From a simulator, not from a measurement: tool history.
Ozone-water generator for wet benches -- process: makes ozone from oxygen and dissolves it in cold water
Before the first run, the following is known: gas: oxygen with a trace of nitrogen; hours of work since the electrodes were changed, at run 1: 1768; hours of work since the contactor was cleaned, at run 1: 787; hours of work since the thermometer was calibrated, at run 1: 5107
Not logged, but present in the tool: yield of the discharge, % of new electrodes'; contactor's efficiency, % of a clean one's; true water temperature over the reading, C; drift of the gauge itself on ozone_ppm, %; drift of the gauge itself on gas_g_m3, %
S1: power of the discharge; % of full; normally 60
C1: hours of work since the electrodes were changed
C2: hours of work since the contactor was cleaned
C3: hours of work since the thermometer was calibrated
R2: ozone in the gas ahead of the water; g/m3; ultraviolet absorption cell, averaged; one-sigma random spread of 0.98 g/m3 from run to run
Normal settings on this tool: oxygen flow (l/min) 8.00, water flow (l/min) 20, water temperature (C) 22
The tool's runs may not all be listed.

{"run": 1, "day": 0.0, "S1": 60, "oxygen flow (l/min)": 8.0, "water flow (l/min)": 20, "water temperature (C)": 22, "C1": 1768, "C2": 787, "C3": 5107, "dissolved ozone (ppm)": 22.5, "R2": 168.5}
{"run": 2, "day": 2.508, "S1": 60, "oxygen flow (l/min)": 8.0, "water flow (l/min)": 31, "water temperature (C)": 22, "C1": 1812, "C2": 832, "C3": 5151, "dissolved ozone (ppm)": 15.9, "R2": 165.8}
{"run": 3, "day": 5.396, "S1": 60, "oxygen flow (l/min)": 8.0, "water flow (l/min)": 31, "water temperature (C)": 22, "C1": 1864, "C2": 884, "C3": 5203, "dissolved ozone (ppm)": 15.8, "R2": 168.1}
{"run": 4, "day": 7.783, "S1": 64, "oxygen flow (l/min)": 8.0, "water flow (l/min)": 20, "water temperature (C)": 22, "C1": 1907, "C2": 927, "C3": 5246, "dissolved ozone (ppm)": 23.7, "R2": 175.4}
{"run": 5, "day": 10.925, "S1": 60, "oxygen flow (l/min)": 8.0, "water flow (l/min)": 20, "water temperature (C)": 22, "C1": 1963, "C2": 983, "C3": 5302, "dissolved ozone (ppm)": 22.5, "R2": 169.0}
{"day": 14.004, "done": "water thermometer calibrated"}
{"run": 6, "day": 14.004, "S1": 60, "oxygen flow (l/min)": 9.34, "water flow (l/min)": 20, "water temperature (C)": 22, "C1": 2018, "C2": 1037, "C3": 0, "dissolved ozone (ppm)": 21.9, "R2": 154.3}
{"run": 7, "day": 16.954, "S1": 60, "oxygen flow (l/min)": 8.0, "water flow (l/min)": 20, "water temperature (C)": 16, "C1": 2070, "C2": 1090, "C3": 53, "dissolved ozone (ppm)": 24.7, "R2": 166.4}
{"run": 8, "day": 19.017, "S1": 60, "oxygen flow (l/min)": 8.0, "water flow (l/min)": 20, "water temperature (C)": 16, "C1": 2107, "C2": 1127, "C3": 90, "dissolved ozone (ppm)": 24.9, "R2": 168.0}
{"run": 9, "day": 23.15, "S1": 60, "oxygen flow (l/min)": 8.0, "water flow (l/min)": 20, "water temperature (C)": 16, "C1": 2181, "C2": 1201, "C3": 163, "dissolved ozone (ppm)": 24.8, "R2": 166.5}
{"run": 10, "day": 28.125, "S1": 60, "oxygen flow (l/min)": 8.0, "water flow (l/min)": 20, "water temperature (C)": 17, "C1": 2270, "C2": 1290, "C3": 252, "dissolved ozone (ppm)": 24.8, "R2": 165.7}
{"run": 11, "day": 30.254, "S1": 60, "oxygen flow (l/min)": 8.0, "water flow (l/min)": 20, "water temperature (C)": 17, "C1": 2308, "C2": 1328, "C3": 290, "dissolved ozone (ppm)": 24.3, "R2": 167.8}
{"run": 12, "day": 33.408, "S1": 60, "oxygen flow (l/min)": 8.0, "water flow (l/min)": 20, "water temperature (C)": 17, "C1": 2364, "C2": 1384, "C3": 347, "dissolved ozone (ppm)": 24.3, "R2": 167.5}
{"run": 13, "day": 35.758, "S1": 60, "oxygen flow (l/min)": 8.0, "water flow (l/min)": 20, "water temperature (C)": 22, "C1": 2406, "C2": 1426, "C3": 389, "dissolved ozone (ppm)": 22.6, "R2": 167.5}
{"run": 14, "day": 40.362, "S1": 73, "oxygen flow (l/min)": 8.0, "water flow (l/min)": 20, "water temperature (C)": 22, "C1": 2489, "C2": 1508, "C3": 471, "dissolved ozone (ppm)": 26.5, "R2": 197.1}
{"run": 15, "day": 45.05, "S1": 73, "oxygen flow (l/min)": 8.0, "water flow (l/min)": 20, "water temperature (C)": 17, "C1": 2572, "C2": 1592, "C3": 555, "dissolved ozone (ppm)": 28.9, "R2": 197.1}
{"run": 16, "day": 48.183, "S1": 60, "oxygen flow (l/min)": 4.55, "water flow (l/min)": 20, "water temperature (C)": 22, "C1": 2628, "C2": 1648, "C3": 611, "dissolved ozone (ppm)": 22.7, "R2": 223.7}
{"run": 17, "day": 51.25, "S1": 60, "oxygen flow (l/min)": 4.55, "water flow (l/min)": 20, "water temperature (C)": 22, "C1": 2683, "C2": 1703, "C3": 666, "dissolved ozone (ppm)": 22.8, "R2": 225.1}
{"run": 18, "day": 53.488, "S1": 60, "oxygen flow (l/min)": 4.55, "water flow (l/min)": 20, "water temperature (C)": 22, "C1": 2723, "C2": 1743, "C3": 706, "dissolved ozone (ppm)": 22.8, "R2": 223.0}
{"run": 19, "day": 56.162, "S1": 60, "oxygen flow (l/min)": 4.55, "water flow (l/min)": 20, "water temperature (C)": 22, "C1": 2771, "C2": 1791, "C3": 753, "dissolved ozone (ppm)": 22.7, "R2": 223.9}
{"run": 20, "day": 60.7, "S1": 45, "oxygen flow (l/min)": 6.59, "water flow (l/min)": 26, "water temperature (C)": 22, "C1": 2852, "C2": 1872, "C3": 835, "dissolved ozone (ppm)": 14.4, "R2": 144.0}
{"run": 21, "day": 62.762, "S1": 57, "oxygen flow (l/min)": 8.0, "water flow (l/min)": 20, "water temperature (C)": 20, "C1": 2889, "C2": 1909, "C3": 871, "dissolved ozone (ppm)": 22.4, "R2": 160.6}
{"run": 22, "day": 67.496, "S1": 59, "oxygen flow (l/min)": 5.71, "water flow (l/min)": 23, "water temperature (C)": 18, "C1": 2973, "C2": 1993, "C3": 956, "dissolved ozone (ppm)": 21.2, "R2": 195.0}
{"run": 23, "day": 71.942, "S1": 59, "oxygen flow (l/min)": 5.71, "water flow (l/min)": 23, "water temperature (C)": 18, "C1": 3053, "C2": 2073, "C3": 1035, "dissolved ozone (ppm)": 21.2, "R2": 195.8}
{"run": 24, "day": 76.054, "S1": 60, "oxygen flow (l/min)": 4.67, "water flow (l/min)": 20, "water temperature (C)": 22, "C1": 3126, "C2": 2146, "C3": 1109, "dissolved ozone (ppm)": 23.0, "R2": 219.7}
{"run": 25, "day": 78.808, "S1": 60, "oxygen flow (l/min)": 4.67, "water flow (l/min)": 20, "water temperature (C)": 22, "C1": 3176, "C2": 2195, "C3": 1158, "dissolved ozone (ppm)": 22.7, "R2": 219.3}
{"run": 26, "day": 81.558, "S1": 60, "oxygen flow (l/min)": 4.67, "water flow (l/min)": 20, "water temperature (C)": 22, "C1": 3225, "C2": 2245, "C3": 1207, "dissolved ozone (ppm)": 22.8, "R2": 221.7}
{"run": 27, "day": 85.129, "S1": 70, "oxygen flow (l/min)": 6.48, "water flow (l/min)": 20, "water temperature (C)": 23, "C1": 3289, "C2": 2308, "C3": 1271, "dissolved ozone (ppm)": 25.8, "R2": 213.2}
{"run": 28, "day": 90.075, "S1": 40, "oxygen flow (l/min)": 4.84, "water flow (l/min)": 22, "water temperature (C)": 17, "C1": 3377, "C2": 2397, "C3": 1359, "dissolved ozone (ppm)": 16.0, "R2": 153.4}
{"run": 29, "day": 92.408, "S1": 40, "oxygen flow (l/min)": 4.84, "water flow (l/min)": 22, "water temperature (C)": 17, "C1": 3419, "C2": 2439, "C3": 1401, "dissolved ozone (ppm)": 16.0, "R2": 153.8}
{"run": 30, "day": 96.875, "S1": 45, "oxygen flow (l/min)": 8.0, "water flow (l/min)": 25, "water temperature (C)": 14, "C1": 3499, "C2": 2518, "C3": 1481, "dissolved ozone (ppm)": 16.8, "R2": 131.3}
{"run": 31, "day": 99.35, "S1": 60, "oxygen flow (l/min)": 4.28, "water flow (l/min)": 20, "water temperature (C)": 16, "C1": 3543, "C2": 2563, "C3": 1525, "dissolved ozone (ppm)": 24.9, "R2": 232.5}
{"run": 32, "day": 103.458, "S1": 60, "oxygen flow (l/min)": 4.28, "water flow (l/min)": 20, "water temperature (C)": 30, "C1": 3616, "C2": 2636, "C3": 1599, "dissolved ozone (ppm)": 20.0, "R2": 232.0}

Describe how what the log doesn't record of the tool's condition differs between the last listed run preceding each entry between runs and the first listed run following it.
After run 5, before run 6: water thermometer calibrated (day 14.004)
  the hidden state is the same at both runs

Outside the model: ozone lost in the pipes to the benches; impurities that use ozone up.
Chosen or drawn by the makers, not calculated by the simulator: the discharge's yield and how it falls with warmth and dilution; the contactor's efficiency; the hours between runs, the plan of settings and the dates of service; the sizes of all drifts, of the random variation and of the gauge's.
